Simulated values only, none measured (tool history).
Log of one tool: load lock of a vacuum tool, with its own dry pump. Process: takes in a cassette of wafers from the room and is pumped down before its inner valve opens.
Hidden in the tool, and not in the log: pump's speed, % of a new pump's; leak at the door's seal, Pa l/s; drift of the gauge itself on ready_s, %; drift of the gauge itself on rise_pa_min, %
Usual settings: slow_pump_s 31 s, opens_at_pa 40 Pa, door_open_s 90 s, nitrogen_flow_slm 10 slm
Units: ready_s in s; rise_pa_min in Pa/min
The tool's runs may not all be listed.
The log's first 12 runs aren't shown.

run      day  slow_pump_s  opens_at_pa  door_open_s  nitrogen_flow_slm  hours that the pump has run since its overhaul  times that the door has closed on its seal  incoming humidity of the room's air, %  ready_s  rise_pa_min
 13   98.675           31           40           90                  7                                            6793                                       29273                                    47.7       49        0.188
 14  110.096           31           40           90                  7                                            7067                                       30098                                    46.6     48.9        0.188
 15  117.408           31           40           90                 10                                            7242                                       30626                                    48.5     49.2        0.182
 16  126.238           31           40           90                 10                                            7454                                       31264                                    43.6     49.1        0.171
 17  131.996           31           40           90                 10                                            7593                                       31680                                    44.7     49.1        0.186
 18  142.212           31           40           90                 10                                            7838                                       32418                                      45     49.1        0.176
 19  152.258           31           40           90                 10                                            8079                                       33144                                    48.9     49.3        0.191
 20  158.525           36           40           90                 10                                            8229                                       33597                                    45.1     53.5        0.185
 21  163.604           36           40           90                 10                                            8351                                       33964                                    42.2     53.6        0.185
 22  174.471           36           40           90                 10                                            8612                                       34749                                    45.5     53.6          0.2
 23  180.258           35           33           90                  9                                            8751                                       35167                                    44.7     53.1        0.203
 24  188.608           27           75          202                  7                                            8951                                       35770                                      46     44.2        0.287
 25  198.758           26           44          143                 12                                            9195                                       36504                                    41.3     45.2        0.226
 26  205.492           26           44          143                 12                                            9356                                       36990                                    46.5     45.2        0.237
 27  212.838           26           44          143                 12                                            9533                                       37521                                      48     44.9        0.243
 28  218.488           31           40          147                 13                                            9668                                       37929                                    42.1     49.7         0.23
 29  224.638           38           58          156                  6                                            9816                                       38373                                    42.3     54.2        0.265
 30  235.529           29           58          156                  6                                           10077                                       39160                                    43.5     46.6        0.273
 31  247.375           31           71           90                 10                                           10362                                       40016                                    48.8     48.2         0.23
 32  255.808           31           41           90                 10                                           10564                                       40625                                    43.7     49.6        0.228
 33  265.888           31           41          193                 10                                           10806                                       41353                                    48.1     49.9        0.307
 34  276.721           31           67          193                 17                                           11066                                       42136                                    45.9     48.2        0.266
 35  285.946           18           61          155                 17                                           11287                                       42803                                    45.4     37.6        0.257
 36  296.158           31           39           90                 10                                           11532                                       43540                                    45.3     50.2        0.239
 37  306.546           17           72           90                 10                                           11782                                       44291                                    46.2     36.7        0.253

3 ways to go on from here, each from the tool as it stands after run 37. What would each give?
  A  315.4           44           40           90                  4                                           11994                                       44930                                    45.2        ?            ?
  B  315.4           31           31           90                 10                                           11994                                       44930                                    46.9        ?            ?
  C  315.4           17           41           90                  8                                           11994                                       44930                                    43.6        ?            ?

run  ready_s  rise_pa_min
  A     60.8        0.274
  B     50.7        0.252
  C     38.3        0.251
Without the tool's hidden state the same runs would have given:
run  ready_s  rise_pa_min
  A       59        0.116
  B     48.5        0.094
  C     36.1        0.093

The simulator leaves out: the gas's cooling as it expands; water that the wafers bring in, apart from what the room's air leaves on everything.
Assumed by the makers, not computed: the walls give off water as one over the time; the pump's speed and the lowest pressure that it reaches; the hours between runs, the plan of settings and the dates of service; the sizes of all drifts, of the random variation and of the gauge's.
